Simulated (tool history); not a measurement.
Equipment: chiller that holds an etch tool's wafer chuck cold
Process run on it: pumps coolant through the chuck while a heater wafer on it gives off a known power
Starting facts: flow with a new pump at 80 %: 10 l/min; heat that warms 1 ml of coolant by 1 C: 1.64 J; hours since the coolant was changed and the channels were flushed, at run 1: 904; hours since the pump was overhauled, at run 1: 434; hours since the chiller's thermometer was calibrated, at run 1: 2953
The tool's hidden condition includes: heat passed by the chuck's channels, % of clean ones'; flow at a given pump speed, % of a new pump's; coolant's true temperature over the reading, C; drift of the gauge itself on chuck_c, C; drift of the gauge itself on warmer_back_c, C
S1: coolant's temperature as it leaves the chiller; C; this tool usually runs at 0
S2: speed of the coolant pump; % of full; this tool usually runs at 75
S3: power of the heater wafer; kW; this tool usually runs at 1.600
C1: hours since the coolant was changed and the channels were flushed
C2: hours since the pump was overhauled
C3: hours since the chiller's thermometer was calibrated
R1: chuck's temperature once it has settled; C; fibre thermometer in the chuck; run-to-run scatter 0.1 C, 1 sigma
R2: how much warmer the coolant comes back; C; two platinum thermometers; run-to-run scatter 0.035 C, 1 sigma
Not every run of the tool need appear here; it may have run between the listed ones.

| run | hour | S1 | S2 | S3 | C1 | C2 | C3 | R1 | R2 |
|---|---|---|---|---|---|---|---|---|---|
| 1 | 0.0 | 0 | 75 | 1.600 | 904 | 434 | 2953 | 14.8 | 6.28 |
| 2 | 113.0 | 0 | 75 | 1.600 | 1017 | 547 | 3066 | 14.9 | 6.19 |
| 3 | 236.5 | 0 | 75 | 1.523 | 1141 | 671 | 3190 | 14.2 | 5.91 |
| 4 | 344.9 | 0 | 75 | 1.600 | 1249 | 779 | 3298 | 14.9 | 6.22 |
| 5 | 480.1 | 0 | 75 | 1.600 | 1384 | 914 | 3433 | 14.9 | 6.25 |
| 6 | 634.1 | 0 | 75 | 1.600 | 1538 | 1068 | 3587 | 15.1 | 6.22 |
| 7 | 756.0 | -3 | 75 | 1.600 | 1660 | 1190 | 3709 | 11.9 | 6.32 |
| 8 | 893.7 | -3 | 93 | 1.600 | 1798 | 1328 | 3847 | 9.4 | 5.06 |
| 9 | 1039.3 | -3 | 62 | 1.600 | 1943 | 1473 | 3992 | 14.3 | 7.54 |
| 10 | 1188.0 | -3 | 62 | 1.046 | 2092 | 1622 | 4141 | 8.4 | 4.97 |
| 11 | 1301.8 | -3 | 62 | 1.046 | 2206 | 1736 | 4255 | 8.3 | 4.95 |
| 12 | 1421.5 | 0 | 90 | 1.600 | 2326 | 1856 | 4375 | 13.0 | 5.15 |
| 13 | 1533.1 | 0 | 90 | 1.600 | 2437 | 1967 | 4486 | 12.8 | 5.16 |
|  | 1616.5 | chiller's thermometer calibrated |
| 14 | 1676.6 | 0 | 90 | 0.848 | 2580 | 2110 | 60 | 6.9 | 2.72 |
| 15 | 1788.1 | 0 | 75 | 1.600 | 2691 | 2221 | 172 | 14.8 | 6.26 |
| 16 | 1951.3 | 0 | 75 | 1.214 | 2854 | 2384 | 335 | 11.3 | 4.77 |
| 17 | 2150.6 | 9 | 65 | 0.801 | 3054 | 2584 | 534 | 17.6 | 3.63 |
| 18 | 2248.0 | 9 | 81 | 0.801 | 3151 | 2681 | 631 | 15.9 | 2.91 |
| 19 | 2460.2 | 9 | 81 | 0.801 | 3363 | 2893 | 844 | 16.3 | 2.89 |
|  | 2669.2 | coolant changed, channels flushed |
| 20 | 2679.0 | 8 | 98 | 1.338 | 10 | 3106 | 1057 | 18.0 | 3.94 |
| 21 | 2776.2 | 8 | 98 | 1.338 | 107 | 3203 | 1154 | 18.0 | 3.98 |
| 22 | 2869.3 | 8 | 98 | 1.338 | 200 | 3296 | 1247 | 18.0 | 3.94 |
| 23 | 3063.1 | 2 | 98 | 1.765 | 394 | 3490 | 1441 | 15.2 | 5.20 |
| 24 | 3183.9 | 8 | 87 | 1.100 | 515 | 3611 | 1561 | 17.2 | 3.65 |
| 25 | 3296.8 | 2 | 61 | 1.600 | 628 | 3724 | 1674 | 19.5 | 7.73 |
| 26 | 3461.1 | 2 | 63 | 1.600 | 792 | 3888 | 1839 | 19.2 | 7.47 |
| 27 | 3625.3 | 6 | 63 | 1.600 | 956 | 4052 | 2003 | 23.0 | 7.43 |
| 28 | 3835.9 | 6 | 63 | 1.600 | 1167 | 4263 | 2213 | 23.0 | 7.52 |
| 29 | 3943.9 | 9 | 75 | 1.383 | 1275 | 4371 | 2321 | 21.9 | 5.35 |
| 30 | 4118.4 | 9 | 75 | 1.383 | 1449 | 4546 | 2496 | 22.0 | 5.39 |
| 31 | 4267.6 | 9 | 85 | 1.383 | 1598 | 4695 | 2645 | 20.7 | 4.74 |

Alternative continuations, all from the tool just after run 31; predict every row:
| A | 4402.4 | 9 | 85 | 1.383 | 1733 | 4830 | 2780 | ? | ? |
| B | 4402.4 | -1 | 100 | 0.863 | 1733 | 4830 | 2780 | ? | ? |
| C | 4402.4 | -3 | 68 | 1.600 | 1733 | 4830 | 2780 | ? | ? |
| D | 4402.4 | 9 | 68 | 1.706 | 1733 | 4830 | 2780 | ? | ? |

| run | R1 | R2 |
|---|---|---|
| A | 20.7 | 4.70 |
| B | 5.4 | 2.52 |
| C | 13.2 | 6.90 |
| D | 26.5 | 7.36 |
With no hidden state in the tool, these same runs would have given:
| run | R1 | R2 |
|---|---|---|
| A | 20.7 | 4.70 |
| B | 5.4 | 2.52 |
| C | 13.2 | 6.89 |
| D | 26.5 | 7.35 |

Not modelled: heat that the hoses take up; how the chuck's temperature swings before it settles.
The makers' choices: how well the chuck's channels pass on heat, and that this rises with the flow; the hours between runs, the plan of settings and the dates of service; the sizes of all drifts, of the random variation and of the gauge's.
